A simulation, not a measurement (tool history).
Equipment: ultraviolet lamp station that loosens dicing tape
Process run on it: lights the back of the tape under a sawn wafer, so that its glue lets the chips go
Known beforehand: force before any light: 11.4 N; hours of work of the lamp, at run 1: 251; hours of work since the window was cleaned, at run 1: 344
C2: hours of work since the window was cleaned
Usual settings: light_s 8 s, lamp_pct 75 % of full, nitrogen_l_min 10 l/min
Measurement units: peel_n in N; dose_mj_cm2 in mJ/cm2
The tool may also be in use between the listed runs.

Run 1, hour 0: usual settings; hours of work of the lamp 251; C2 344. Result: peel_n 1.47 N, dose_mj_cm2 331 mJ/cm2.
Run 2, hour 18.3: usual settings; hours of work of the lamp 262; C2 354. Result: peel_n 1.388 N, dose_mj_cm2 333 mJ/cm2.
Run 3, hour 35.8: usual settings; hours of work of the lamp 271; C2 364. Result: peel_n 1.466 N, dose_mj_cm2 329 mJ/cm2.
Run 4, hour 55.5: usual settings; hours of work of the lamp 283; C2 375. Result: peel_n 1.489 N, dose_mj_cm2 330 mJ/cm2.
Run 5, hour 75.3: usual settings; hours of work of the lamp 294; C2 387. Result: peel_n 1.433 N, dose_mj_cm2 330 mJ/cm2.
Run 6, hour 85.4: usual settings; hours of work of the lamp 300; C2 392. Result: peel_n 1.469 N, dose_mj_cm2 328 mJ/cm2.
Run 7, hour 97.5: usual settings; hours of work of the lamp 306; C2 399. Result: peel_n 1.484 N, dose_mj_cm2 330 mJ/cm2.
Run 8, hour 115.2: usual settings; hours of work of the lamp 316; C2 409. Result: peel_n 1.47 N, dose_mj_cm2 323 mJ/cm2.
Run 9, hour 125.7: usual settings; hours of work of the lamp 322; C2 415. Result: peel_n 1.51 N, dose_mj_cm2 320 mJ/cm2.
Run 10, hour 136.7: usual settings but light_s 6 s; hours of work of the lamp 329; C2 421. Result: peel_n 2.394 N, dose_mj_cm2 244 mJ/cm2.
Run 11, hour 153.9: usual settings but light_s 4 s, lamp_pct 99 % of full, nitrogen_l_min 9 l/min; hours of work of the lamp 338; C2 431. Result: peel_n 3.151 N, dose_mj_cm2 217 mJ/cm2.
Run 12, hour 165.3: usual settings but lamp_pct 66 % of full; hours of work of the lamp 345; C2 438. Result: peel_n 1.906 N, dose_mj_cm2 282 mJ/cm2.
Run 13, hour 176.4: usual settings but lamp_pct 97 % of full; hours of work of the lamp 351; C2 444. Result: peel_n 0.942 N, dose_mj_cm2 416 mJ/cm2.

A few steps of peel_n between consecutive runs. Split each: what settings, incoming material and random variation would produce without the hidden state, and what is left over for the hidden state, along with gauge scatter present in only one of the two compared results (measured, and without hidden state):
The tool's hidden condition here consists of: lamp's light, % of a new lamp's; light that the window lets through, % of a clean one's; drift of the gauge itself on peel_n, %; drift of the gauge itself on dose_mj_cm2, %.
Run 11 -> 12: light_s 4 -> 8, lamp_pct 99 -> 66, nitrogen_l_min 9 -> 10. peel_n -1.245 N: hidden state -0.136, all else -1.109.
Run 12 -> 13: lamp_pct 66 -> 97. peel_n -0.964 N: hidden state -0.193, all else -0.771.
